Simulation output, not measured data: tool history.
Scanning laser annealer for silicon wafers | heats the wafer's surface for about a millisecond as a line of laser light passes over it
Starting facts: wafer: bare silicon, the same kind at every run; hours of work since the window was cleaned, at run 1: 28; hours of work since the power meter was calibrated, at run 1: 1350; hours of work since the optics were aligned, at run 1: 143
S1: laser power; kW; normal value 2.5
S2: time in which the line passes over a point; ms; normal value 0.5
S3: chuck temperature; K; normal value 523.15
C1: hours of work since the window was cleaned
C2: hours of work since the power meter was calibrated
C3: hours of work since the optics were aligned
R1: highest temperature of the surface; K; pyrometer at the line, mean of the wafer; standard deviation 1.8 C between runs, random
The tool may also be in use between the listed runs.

run,hour,S1,S2,S3,C1,C2,C3,R1
1,0,2.5,0.5,523.15,28,1350,143,1260.15
2,55.7,2.5,0.5,523.15,61,1384,177,1259.15
3,101.6,2.5,0.5,523.15,89,1412,205,1258.15
4,144.2,2.5,0.5,511.15,115,1437,230,1245.15
5,181.8,2.5,0.5,511.15,138,1460,253,1246.15
6,220.5,2.5,0.5,511.15,161,1484,276,1246.15
7,269.3,2.5,0.5,523.15,190,1513,306,1254.15
8,311.2,2.5,0.5,523.15,216,1538,331,1255.15
9,358.9,2.5,0.5,495.15,245,1567,360,1228.15
10,442.6,2.5,0.5,495.15,295,1618,411,1229.15
11,512.6,2.5,0.5,495.15,338,1660,453,1232.15
12,560.7,2.593,0.5,523.15,367,1689,482,1289.15
13,625.5,2.5,0.386,523.15,406,1729,522,1176.15
# hour 645.9: window over the wafer cleaned
14,692.4,2.5,0.386,523.15,28,1768,561,1172.15
15,733.5,2.5,0.5,523.15,53,1793,586,1258.15
16,809,2.5,0.5,493.15,99,1838,631,1229.15
17,848.9,2.5,0.5,523.15,123,1863,656,1259.15
18,890.8,2.305,0.5,523.15,148,1888,681,1186.15
19,929.5,2.305,0.5,523.15,172,1911,704,1182.15
20,996,2.5,0.5,523.15,212,1952,745,1256.15
21,1040.6,2.5,0.5,530.15,239,1978,771,1263.15
22,1087,2.484,0.444,504.15,267,2007,800,1193.15
23,1169.8,2.249,0.444,504.15,317,2057,850,1107.15
# hour 1219.9: optics aligned, line set to its width
24,1224.1,2.249,0.476,558.15,347,2087,3,1181.15
25,1297,2.249,0.476,558.15,391,2131,47,1181.15
# hour 1338.8: window over the wafer cleaned
26,1364.2,2.445,0.56,509.15,15,2170,86,1263.15
27,1432.3,2.445,0.56,509.15,57,2211,127,1260.15
28,1468.2,2.445,0.56,509.15,78,2233,149,1265.15
29,1517.7,2.32,0.486,512.15,108,2263,179,1170.15
30,1596.7,2.127,0.371,554.15,156,2311,227,1073.15
31,1669.8,2.127,0.371,554.15,200,2355,271,1071.15
32,1748.1,2.127,0.371,554.15,248,2402,318,1068.15
33,1795.5,2.644,0.406,518.15,276,2431,347,1235.15
34,1879.1,2.644,0.406,518.15,327,2482,398,1231.15
35,1963.1,2.625,0.42,523.15,378,2532,448,1245.15
# hour 2024.3: window over the wafer cleaned
36,2034.8,2.453,0.353,559.15,6,2575,491,1167.15
37,2095.3,2.453,0.353,559.15,43,2611,527,1169.15
38,2158,2.453,0.353,559.15,81,2649,565,1165.15
39,2231.5,2.212,0.398,498.15,125,2694,610,1059.15
40,2307.7,2.665,0.5,506.15,171,2740,656,1304.15
41,2379.1,2.44,0.382,559.15,215,2783,699,1185.15

For each entry between runs, how does the tool's hidden state at the last listed run before it compare with that at the first listed run after it?
After run 13, before run 14: window over the wafer cleaned (hour 645.9)
  light that passes the window, % of a clean one's: 99.89 -> 99.99
After run 23, before run 24: optics aligned, line set to its width (hour 1219.9)
  light that passes the window, % of a clean one's: 99.92 -> 99.91; width of the line over the set one, %: 0.04 -> 0.01
After run 25, before run 26: window over the wafer cleaned (hour 1338.8)
  light that passes the window, % of a clean one's: 99.9 -> 99.99
After run 35, before run 36: window over the wafer cleaned (hour 2024.3)
  light that passes the window, % of a clean one's: 99.9 -> 100; laser's true power over the reading, %: 0.05 -> 0.06
